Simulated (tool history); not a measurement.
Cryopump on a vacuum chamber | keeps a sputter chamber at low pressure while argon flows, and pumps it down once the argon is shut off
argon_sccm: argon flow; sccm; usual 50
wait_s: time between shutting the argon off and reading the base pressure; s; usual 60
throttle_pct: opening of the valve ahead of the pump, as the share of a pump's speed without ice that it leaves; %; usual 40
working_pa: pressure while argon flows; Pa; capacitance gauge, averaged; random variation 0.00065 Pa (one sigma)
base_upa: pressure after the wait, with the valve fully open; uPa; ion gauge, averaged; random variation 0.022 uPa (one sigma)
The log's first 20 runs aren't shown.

| run | hour | argon_sccm | wait_s | throttle_pct | hours of work since the pump was warmed up and emptied | hours of work since the cold head was overhauled | hours of work since the chamber's fittings were tightened | working_pa | base_upa |
|---|---|---|---|---|---|---|---|---|---|
| 21 | 281.3 | 50 | 145 | 27 | 615 | 615 | 2847 | 0.1705 | 1.04 |
| 22 | 299.9 | 50 | 145 | 27 | 629 | 629 | 2861 | 0.1722 | 1.1 |
| 23 | 319.2 | 50 | 145 | 27 | 643 | 643 | 2875 | 0.171 | 1.11 |
| 24 | 328.4 | 29 | 21 | 17 | 650 | 650 | 2882 | 0.152 | 2.04 |
| 25 | 339.2 | 30 | 134 | 40 | 658 | 658 | 2890 | 0.0739 | 1.07 |
| 26 | 353.2 | 30 | 56 | 40 | 668 | 668 | 2900 | 0.0741 | 1.38 |
| 27 | 362.7 | 30 | 56 | 40 | 675 | 675 | 2907 | 0.0744 | 1.33 |
| 28 | 383.8 | 34 | 71 | 33 | 690 | 690 | 2922 | 0.0987 | 1.32 |
| 29 | 399.6 | 34 | 71 | 33 | 702 | 702 | 2934 | 0.099 | 1.24 |
|  | 413.5 | pump warmed up, emptied and cooled again |
| 30 | 418.1 | 34 | 71 | 33 | 3 | 712 | 2944 | 0.085 | 0.99 |
| 31 | 433.9 | 50 | 28 | 21 | 15 | 723 | 2955 | 0.1979 | 1.52 |
| 32 | 450.1 | 30 | 23 | 41 | 27 | 735 | 2967 | 0.061 | 1.67 |
| 33 | 464.2 | 30 | 23 | 41 | 37 | 746 | 2978 | 0.0609 | 1.63 |
| 34 | 484.1 | 30 | 23 | 41 | 52 | 760 | 2992 | 0.0617 | 1.67 |

4 ways to go on from here, each from the tool as it stands after run 34. What would each give?
| A | 497.3 | 50 | 121 | 40 | 61 | 770 | 3002 | ? | ? |
| B | 497.3 | 21 | 239 | 51 | 61 | 770 | 3002 | ? | ? |
| C | 497.3 | 30 | 225 | 41 | 61 | 770 | 3002 | ? | ? |
| D | 497.3 | 27 | 95 | 40 | 61 | 770 | 3002 | ? | ? |

| run | working_pa | base_upa |
|---|---|---|
| A | 0.1061 | 0.88 |
| B | 0.0344 | 0.72 |
| C | 0.0609 | 0.76 |
| D | 0.0566 | 0.93 |
Without the tool's hidden state the same runs would have given:
| run | working_pa | base_upa |
|---|---|---|
| A | 0.1043 | 0.36 |
| B | 0.0336 | 0.2 |
| C | 0.0598 | 0.25 |
| D | 0.0556 | 0.4 |
